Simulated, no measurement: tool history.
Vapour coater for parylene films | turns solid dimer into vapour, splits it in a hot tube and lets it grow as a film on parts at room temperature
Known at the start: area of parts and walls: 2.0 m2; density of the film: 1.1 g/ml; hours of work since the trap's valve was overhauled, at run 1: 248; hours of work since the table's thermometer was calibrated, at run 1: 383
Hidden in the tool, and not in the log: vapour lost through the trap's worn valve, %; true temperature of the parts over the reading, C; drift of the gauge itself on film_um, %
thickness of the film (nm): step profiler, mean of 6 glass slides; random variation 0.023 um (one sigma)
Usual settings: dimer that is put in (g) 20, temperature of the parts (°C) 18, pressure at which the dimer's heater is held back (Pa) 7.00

run,hour,dimer that is put in (g),temperature of the parts (°C),pressure at which the dimer's heater is held back (Pa),hours of work since the trap's valve was overhauled,hours of work since the table's thermometer was calibrated,thickness of the film (nm)
1,0.0,20,18,7.00,248,383,4670
2,16.4,20,18,7.00,256,391,4660
3,28.0,20,18,7.00,262,396,4680
4,39.8,20,18,7.00,267,402,4620
# hour 52.2: trap's valve overhauled
5,55.0,20,18,7.00,1,407,4960
6,80.5,14,18,7.00,14,420,3500
7,99.2,10,18,7.00,23,429,2470
8,122.6,10,18,7.00,34,440,2470
9,140.3,10,18,7.00,43,449,2470
10,159.4,10,18,7.00,52,458,2430
11,171.1,10,18,7.00,58,464,2460
12,185.9,10,18,7.00,65,471,2460
13,204.5,20,18,9.96,74,480,4510
14,226.7,20,18,7.00,85,491,4890
15,248.5,20,18,7.00,96,502,4880
16,259.5,21,18,7.00,101,507,5080
17,275.3,12,18,7.00,109,515,2930
18,293.7,12,12,7.00,118,524,3580
19,315.6,20,13,4.50,129,535,6300
20,336.7,16,12,10.76,139,545,4230
21,347.8,16,12,10.76,144,550,4210
22,360.7,20,18,8.48,151,557,4590
23,376.0,20,24,2.41,158,564,4980
24,400.7,20,18,2.94,170,576,5820
25,422.1,16,13,6.23,181,587,4600
26,438.6,8,11,4.06,189,595,2690
27,453.9,30,23,5.42,196,602,6370
28,465.9,27,18,9.42,202,608,5930
29,491.1,27,18,8.01,214,620,6180
30,507.6,26,11,10.31,222,628,7020
31,530.9,10,24,7.00,234,640,1910
32,541.4,15,14,9.79,239,645,3700
33,562.4,15,14,9.79,249,655,3700
34,575.0,28,29,4.95,255,661,4940
35,589.8,17,22,5.11,262,668,3710

3 ways to go on from here, each from the tool as it stands after run 35. What would each give?
A,601.0,17,10,9.92,268,674,?
B,601.0,24,18,7.00,268,674,?
C,601.0,17,11,10.08,268,674,?

run,thickness of the film (nm)
A,4770
B,5560
C,4560
Without the tool's hidden state the same runs would have given:
run,thickness of the film (nm)
A,5170
B,6040
C,4950
